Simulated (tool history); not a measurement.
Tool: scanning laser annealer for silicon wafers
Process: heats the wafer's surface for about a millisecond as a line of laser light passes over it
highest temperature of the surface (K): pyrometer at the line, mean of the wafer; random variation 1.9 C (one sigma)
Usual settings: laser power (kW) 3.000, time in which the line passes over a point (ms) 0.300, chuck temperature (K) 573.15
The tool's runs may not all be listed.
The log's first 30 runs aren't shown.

run    hour  laser power (kW)  time in which the line passes over a point (ms)  chuck temperature (K)  hours of work since the window was cleaned  hours of work since the power meter was calibrated  hours of work since the optics were aligned  highest temperature of the surface (K)
 31  1369.2             2.997                                            0.270                 574.15                                         944                                                1199                                         1142                                 1321.15
 32  1398.7             2.997                                            0.270                 574.15                                         965                                                1220                                         1163                                 1323.15
     1434.6  -- window over the wafer cleaned
 33  1455.4             2.776                                            0.270                 603.15                                          14                                                1257                                         1201                                 1288.15
 34  1494.2             2.776                                            0.270                 603.15                                          41                                                1284                                         1227                                 1289.15
 35  1536.2             2.776                                            0.314                 569.15                                          70                                                1313                                         1256                                 1303.15
 36  1588.9             3.167                                            0.368                 576.15                                         106                                                1349                                         1293                                 1496.15
 37  1649.0             3.144                                            0.363                 612.15                                         148                                                1391                                         1334                                 1516.15
 38  1686.5             2.609                                            0.313                 549.15                                         174                                                1417                                         1360                                 1238.15
 39  1713.4             2.609                                            0.313                 549.15                                         192                                                1435                                         1379                                 1236.15
 40  1772.6             2.794                                            0.300                 573.15                                         233                                                1476                                         1419                                 1297.15

Forecast each of these 5 alternatives for the next run:
  A  1810.1             2.900                                            0.300                 585.15                                         259                                                1502                                         1445                                       ?
  B  1810.1             2.794                                            0.300                 581.15                                         259                                                1502                                         1445                                       ?
  C  1810.1             2.846                                            0.243                 571.15                                         259                                                1502                                         1445                                       ?
  D  1810.1             2.763                                            0.342                 573.15                                         259                                                1502                                         1445                                       ?
  E  1810.1             3.000                                            0.321                 582.15                                         259                                                1502                                         1445                                       ?

run  highest temperature of the surface (K)
  A                                 1342.15
  B                                 1309.15
  C                                 1247.15
  D                                 1337.15
  E                                 1396.15
Without the tool's hidden state the same runs would have given:
run  highest temperature of the surface (K)
  A                                 1342.15
  B                                 1309.15
  C                                 1247.15
  D                                 1338.15
  E                                 1396.15
